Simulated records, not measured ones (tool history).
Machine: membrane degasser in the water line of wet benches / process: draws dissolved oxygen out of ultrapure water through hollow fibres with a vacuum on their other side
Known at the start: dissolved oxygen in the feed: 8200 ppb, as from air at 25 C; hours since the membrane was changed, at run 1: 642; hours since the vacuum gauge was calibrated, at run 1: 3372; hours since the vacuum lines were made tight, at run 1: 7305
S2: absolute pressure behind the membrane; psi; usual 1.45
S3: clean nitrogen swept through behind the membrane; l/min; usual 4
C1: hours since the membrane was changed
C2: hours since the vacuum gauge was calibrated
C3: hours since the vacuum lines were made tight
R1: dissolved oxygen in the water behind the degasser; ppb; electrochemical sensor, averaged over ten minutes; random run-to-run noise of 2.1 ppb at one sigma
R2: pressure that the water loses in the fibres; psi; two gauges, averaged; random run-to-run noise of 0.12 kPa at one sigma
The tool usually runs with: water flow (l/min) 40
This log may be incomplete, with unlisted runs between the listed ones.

Run 1, hour 0: usual settings; C1 642; C2 3372; C3 7305. Result: R1 235.5 ppb, R2 3.771 psi.
Run 2, hour 36.8: usual settings; C1 678; C2 3409; C3 7342. Result: R1 237.1 ppb, R2 3.714 psi.
Run 3, hour 84.9: usual settings but S2 1.15 psi; C1 726; C2 3457; C3 7390. Result: R1 189.8 ppb, R2 3.754 psi.
Run 4, hour 127.2: usual settings; C1 769; C2 3500; C3 7432. Result: R1 239.8 ppb, R2 3.755 psi.
Run 5, hour 187.1: usual settings; C1 829; C2 3559; C3 7492. Result: R1 239.9 ppb, R2 3.739 psi.
Run 6, hour 244.4: usual settings but water flow (l/min) 38; C1 886; C2 3617; C3 7549. Result: R1 224.4 ppb, R2 3.545 psi.
Run 7, hour 302.9: usual settings but water flow (l/min) 38; C1 944; C2 3675; C3 7608. Result: R1 221.7 ppb, R2 3.558 psi.
Run 8, hour 329.3: usual settings but water flow (l/min) 38; C1 971; C2 3702; C3 7634. Result: R1 222.3 ppb, R2 3.574 psi.
Run 9, hour 367.7: usual settings but water flow (l/min) 45; C1 1009; C2 3740; C3 7673. Result: R1 278.6 ppb, R2 4.212 psi.
Run 10, hour 405.4: usual settings but water flow (l/min) 45; C1 1047; C2 3778; C3 7710. Result: R1 282.4 ppb, R2 4.197 psi.
Run 11, hour 453.6: usual settings but water flow (l/min) 45; C1 1095; C2 3826; C3 7758. Result: R1 279.1 ppb, R2 4.212 psi.
Run 12, hour 497.6: usual settings but water flow (l/min) 45; C1 1139; C2 3870; C3 7802. Result: R1 276.7 ppb, R2 4.194 psi.
At hour 505.1: seals of the vacuum lines changed.
At hour 550.1: vacuum gauge calibrated.
Run 13, hour 550.4: usual settings; C1 1189; C2 0; C3 45. Result: R1 239.5 ppb, R2 3.78 psi.
Run 14, hour 591.9: usual settings but water flow (l/min) 44; C1 1231; C2 42; C3 86. Result: R1 271.1 ppb, R2 4.115 psi.
Run 15, hour 641: usual settings but S2 2.45 psi; C1 1280; C2 91; C3 135. Result: R1 387.4 ppb, R2 3.741 psi.
Run 16, hour 673.7: usual settings but S2 1.32 psi; C1 1313; C2 124; C3 168. Result: R1 215.4 ppb, R2 3.765 psi.
Run 17, hour 723.1: usual settings but water flow (l/min) 53, S2 1 psi, S3 8.53 l/min; C1 1362; C2 173; C3 217. Result: R1 208.8 ppb, R2 5.001 psi.
Run 18, hour 762.4: usual settings but water flow (l/min) 37, S2 1 psi, S3 5.73 l/min; C1 1401; C2 212; C3 257. Result: R1 124 ppb, R2 3.503 psi.
Run 19, hour 796.6: usual settings but water flow (l/min) 42, S2 2.6 psi, S3 4.43 l/min; C1 1436; C2 247; C3 291. Result: R1 408.2 ppb, R2 3.9 psi.
Run 20, hour 842.3: usual settings but water flow (l/min) 42, S2 2.6 psi, S3 4.43 l/min; C1 1481; C2 292; C3 337. Result: R1 401.7 ppb, R2 3.938 psi.
Run 21, hour 869.9: usual settings but water flow (l/min) 37, S2 3.51 psi, S3 4.43 l/min; C1 1509; C2 320; C3 364. Result: R1 459.4 ppb, R2 3.468 psi.
Run 22, hour 924.2: usual settings but S2 1.06 psi, S3 2.42 l/min; C1 1563; C2 374; C3 419. Result: R1 233.1 ppb, R2 3.765 psi.
Run 23, hour 963.1: usual settings but water flow (l/min) 63, S2 2.31 psi, S3 10.85 l/min; C1 1602; C2 413; C3 457. Result: R1 391.3 ppb, R2 5.9 psi.
Run 24, hour 997.7: usual settings but water flow (l/min) 63, S2 2.31 psi, S3 10.85 l/min; C1 1637; C2 448; C3 492. Result: R1 386.5 ppb, R2 5.909 psi.
Run 25, hour 1028.1: usual settings but water flow (l/min) 63, S2 1.62 psi, S3 5.13 l/min; C1 1667; C2 478; C3 522. Result: R1 437.6 ppb, R2 5.941 psi.
Run 26, hour 1061.1: usual settings but water flow (l/min) 26, S2 0.91 psi, S3 11.98 l/min; C1 1700; C2 511; C3 555. Result: R1 41.3 ppb, R2 2.451 psi.
Run 27, hour 1099.8: usual settings but water flow (l/min) 30, S2 1.15 psi, S3 7.69 l/min; C1 1739; C2 550; C3 594. Result: R1 82.5 ppb, R2 2.835 psi.
Run 28, hour 1152.5: usual settings but water flow (l/min) 37, S2 1.84 psi, S3 3.16 l/min; C1 1792; C2 602; C3 647. Result: R1 313.1 ppb, R2 3.452 psi.
Run 29, hour 1204.6: usual settings but water flow (l/min) 37, S2 1.84 psi, S3 3.16 l/min; C1 1844; C2 654; C3 699. Result: R1 320.5 ppb, R2 3.433 psi.
Run 30, hour 1260.4: usual settings but S2 2.49 psi, S3 11.44 l/min; C1 1899; C2 710; C3 755. Result: R1 197.5 ppb, R2 3.765 psi.
Run 31, hour 1320.5: usual settings but S2 2.49 psi, S3 3.7 l/min; C1 1960; C2 770; C3 815. Result: R1 415.8 ppb, R2 3.741 psi.

What differs in the tool's unlogged condition from the final listed run ahead of each entry between runs to the first listed run following it?
Run 12 -> run 13: seals of the vacuum lines changed (hour 505.1); vacuum gauge calibrated (hour 550.1)
  air that leaks in behind the membrane, l/min: 0.0024 -> 0.002
